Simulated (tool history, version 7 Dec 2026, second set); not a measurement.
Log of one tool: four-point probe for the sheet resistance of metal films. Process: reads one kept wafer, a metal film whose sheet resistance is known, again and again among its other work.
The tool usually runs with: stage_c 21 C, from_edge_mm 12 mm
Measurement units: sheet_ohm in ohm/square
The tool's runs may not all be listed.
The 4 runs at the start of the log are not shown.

| run | hour | stage_c | from_edge_mm | sheet_ohm |
|---|---|---|---|---|
| 5 | 254.8 | 21 | 12 | 0.283309 |
| 6 | 289.4 | 21 | 12 | 0.283223 |
| 7 | 348.4 | 21 | 12 | 0.283214 |
| 8 | 391.4 | 21 | 12 | 0.28338 |
| 9 | 466.2 | 21 | 11 | 0.283285 |
| 10 | 535.1 | 21 | 11 | 0.283351 |
| 11 | 598.5 | 21 | 11 | 0.283337 |
| 12 | 644.3 | 21 | 11 | 0.283313 |
| 13 | 678 | 21 | 23 | 0.282997 |
|  | 685.5 | stage's thermometer calibrated |
| 14 | 741.9 | 20 | 12 | 0.283024 |
|  | 795.6 | stage's thermometer calibrated, once more |
| 15 | 795.6 | 20 | 12 | 0.283475 |
| 16 | 832.6 | 20 | 12 | 0.2834 |
| 17 | 878.7 | 20 | 12 | 0.283544 |
| 18 | 921.5 | 20 | 12 | 0.283483 |
| 19 | 996.9 | 21 | 12 | 0.283533 |
| 20 | 1032.4 | 21 | 12 | 0.283508 |
| 21 | 1078.9 | 21 | 12 | 0.283557 |
| 22 | 1118.1 | 35 | 8 | 0.284962 |
| 23 | 1172.8 | 28 | 8 | 0.28445 |
| 24 | 1234.6 | 20 | 9 | 0.28362 |
| 25 | 1271.1 | 20 | 9 | 0.283698 |
| 26 | 1326.6 | 29 | 15 | 0.284031 |
| 27 | 1358.7 | 29 | 15 | 0.284043 |
| 28 | 1410.1 | 29 | 15 | 0.284012 |

Run 29, settings as shown, results not yet in. Your forecast:
| 29 | 1484.1 | 30 | 37 | ? |

sheet_ohm: 0.28389 ohm/square
Were there no unlogged condition in the tool, this run, its random variation unchanged, would have produced sheet_ohm 0.283664 ohm/square.
